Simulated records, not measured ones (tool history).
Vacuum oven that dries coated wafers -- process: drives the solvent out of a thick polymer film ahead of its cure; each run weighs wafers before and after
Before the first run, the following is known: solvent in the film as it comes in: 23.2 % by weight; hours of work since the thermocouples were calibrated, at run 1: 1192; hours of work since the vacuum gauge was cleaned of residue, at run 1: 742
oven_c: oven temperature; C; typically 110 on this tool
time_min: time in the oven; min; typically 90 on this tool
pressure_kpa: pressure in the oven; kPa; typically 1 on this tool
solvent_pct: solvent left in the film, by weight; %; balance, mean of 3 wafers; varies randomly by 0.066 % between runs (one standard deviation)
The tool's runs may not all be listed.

| run | hour | oven_c | time_min | pressure_kpa | hours of work since the thermocouples were calibrated | hours of work since the vacuum gauge was cleaned of residue | solvent_pct |
|---|---|---|---|---|---|---|---|
| 1 | 0 | 110 | 90 | 1 | 1192 | 742 | 4.96 |
| 2 | 50 | 110 | 90 | 1 | 1230 | 779 | 4.92 |
| 3 | 131.3 | 110 | 90 | 1 | 1291 | 841 | 4.99 |
| 4 | 176.7 | 110 | 90 | 1 | 1325 | 875 | 5.03 |
| 5 | 234.9 | 110 | 92 | 1 | 1369 | 919 | 4.73 |
|  | 241.6 | oven's thermocouples calibrated |
| 6 | 325.7 | 110 | 60 | 1 | 63 | 986 | 7.63 |
| 7 | 369.4 | 112 | 74 | 0.73 | 96 | 1019 | 5.68 |
| 8 | 432.2 | 110 | 90 | 0.52 | 144 | 1066 | 4.75 |
| 9 | 490 | 121 | 127 | 0.56 | 187 | 1110 | 1.02 |
| 10 | 571.3 | 124 | 122 | 0.56 | 249 | 1171 | 0.98 |

Pick out some run-to-run changes in solvent_pct. Of each, how much would a tool without hidden state show as well, from the settings, what came in and chance, and how much is left for the hidden state and any gauge scatter not in both results compared?
Hidden state at play: true wafer temperature over the reading, C; true pressure over the reading, kPa; drift of the gauge itself on solvent_pct, %.
Run 8 -> 9: oven_c 110 -> 121, time_min 90 -> 127, pressure_kpa 0.52 -> 0.56. solvent_pct -3.73 %: hidden state -0.5, all else -3.23.

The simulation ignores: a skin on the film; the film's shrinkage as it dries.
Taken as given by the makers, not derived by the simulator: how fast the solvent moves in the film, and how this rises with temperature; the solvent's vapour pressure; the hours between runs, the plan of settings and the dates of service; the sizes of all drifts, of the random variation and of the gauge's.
